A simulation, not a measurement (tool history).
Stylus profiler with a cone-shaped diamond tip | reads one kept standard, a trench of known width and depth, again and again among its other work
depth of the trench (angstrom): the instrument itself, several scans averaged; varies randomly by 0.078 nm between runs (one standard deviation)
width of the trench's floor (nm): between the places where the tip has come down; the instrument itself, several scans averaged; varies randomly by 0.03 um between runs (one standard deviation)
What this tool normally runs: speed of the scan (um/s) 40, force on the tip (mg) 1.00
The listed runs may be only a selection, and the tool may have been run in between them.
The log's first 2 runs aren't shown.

run,hour,speed of the scan (um/s),force on the tip (mg),scans with this tip,hours of work since the height scale was calibrated,depth of the trench (angstrom),width of the trench's floor (nm)
3,21.5,40,0.70,625,120,2009.9,47790
4,44.0,40,0.80,696,134,2012.1,47800
5,53.9,40,1.00,728,140,2014.3,47840
6,65.9,43,1.00,766,147,2013.2,47750
7,85.9,40,2.53,830,159,2024.6,47960
8,99.3,40,0.42,872,168,2006.2,47670
9,114.9,40,0.42,922,177,2006.7,47660
10,126.3,40,0.42,958,184,2006.7,47620
11,144.5,40,0.60,1016,195,2008.7,47730
12,164.5,40,0.60,1080,207,2009.6,47690
13,179.6,40,1.00,1128,217,2012.0,47770
14,190.5,40,1.00,1162,223,2012.7,47760
15,208.7,13,1.00,1220,234,2011.8,47910
16,225.4,40,1.00,1274,245,2012.6,47730
17,243.6,40,1.00,1331,256,2012.8,47710
18,256.3,40,1.00,1372,263,2012.8,47680
19,268.1,15,1.00,1409,271,2012.3,47840
20,288.1,81,1.00,1473,283,2011.5,47370

Run 21 is up next; what results do you expect?
21,308.8,81,1.00,1539,296,?,?

{"run 21": {"depth of the trench (angstrom)": 2011.3, "width of the trench's floor (nm)": 47370}}
Without the tool's hidden state the same run would have given depth of the trench (angstrom) 2013.5, width of the trench's floor (nm) 47680.
